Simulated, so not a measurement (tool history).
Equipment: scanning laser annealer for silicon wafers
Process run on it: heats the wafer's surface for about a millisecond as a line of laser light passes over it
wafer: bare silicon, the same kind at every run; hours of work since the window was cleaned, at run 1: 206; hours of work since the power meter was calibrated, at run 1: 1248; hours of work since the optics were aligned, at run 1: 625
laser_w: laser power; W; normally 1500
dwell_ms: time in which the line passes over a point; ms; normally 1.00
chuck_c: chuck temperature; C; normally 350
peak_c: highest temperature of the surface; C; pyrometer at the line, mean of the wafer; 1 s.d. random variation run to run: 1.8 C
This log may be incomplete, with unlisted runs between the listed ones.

run	hour	laser_w	dwell_ms	chuck_c	hours of work since the window was cleaned	hours of work since the power meter was calibrated	hours of work since the optics were aligned	peak_c
1	0.0	1500	1.00	350	206	1248	625	1039
2	38.3	1500	1.00	339	236	1279	655	1032
3	56.6	1500	1.00	339	250	1293	669	1030
4	77.5	1500	1.00	339	267	1310	686	1029
5	114.0	1500	0.82	350	296	1338	715	976
6	150.4	1500	1.00	323	324	1367	743	1008
7	179.7	1500	1.00	323	347	1390	766	1007
8	196.6	1500	1.00	350	361	1403	780	1036
9	230.2	1500	1.00	350	387	1430	806	1030
10	256.3	1598	1.00	350	408	1451	827	1090
11	295.5	1598	1.00	350	439	1481	858	1085
# hour 318.7: window over the wafer cleaned
12	335.5	1521	1.00	350	13	1511	888	1066
13	355.1	1351	1.00	350	29	1527	903	964
14	383.8	1351	1.00	350	51	1550	926	962
# hour 404.5: optics aligned, line set to its width
15	410.8	1500	0.71	350	69	1567	5	949
16	446.7	1500	0.71	350	97	1595	33	948
17	484.8	1500	0.71	350	127	1625	63	948
18	501.2	1500	1.00	335	140	1638	76	1035
19	523.0	1367	0.81	335	157	1655	93	900
20	553.1	1463	0.90	335	181	1679	117	979
21	581.4	1500	1.12	350	203	1702	140	1085
22	610.6	1294	0.73	350	226	1725	163	844
23	630.9	1541	1.00	386	242	1741	179	1106
24	653.9	1541	1.00	386	260	1759	197	1102
25	671.6	1541	1.00	386	274	1773	211	1102
26	702.8	1500	1.00	366	299	1797	235	1055
27	723.4	1500	1.00	366	315	1814	252	1057
28	751.5	1459	0.76	318	337	1836	274	900
29	790.8	1459	0.76	318	368	1867	305	899
30	814.2	1514	1.00	383	387	1885	323	1076
31	847.4	1514	1.00	383	413	1911	349	1075
32	880.0	1585	0.99	353	439	1937	375	1078

Run by run, hidden condition taken away, random variation retained:
Hidden state at play: light that passes the window, % of a clean one's; laser's true power over the reading, %; width of the line over the set one, %; drift of the gauge itself on peak_c, C.
run	peak_c
1	1054
2	1050
3	1048
4	1048
5	995
6	1031
7	1032
8	1062
9	1058
10	1121
11	1119
12	1071
13	970
14	968
15	952
16	952
17	954
18	1043
19	907
20	988
21	1097
22	854
23	1121
24	1119
25	1119
26	1073
27	1076
28	917
29	919
30	1100
31	1101
32	1107
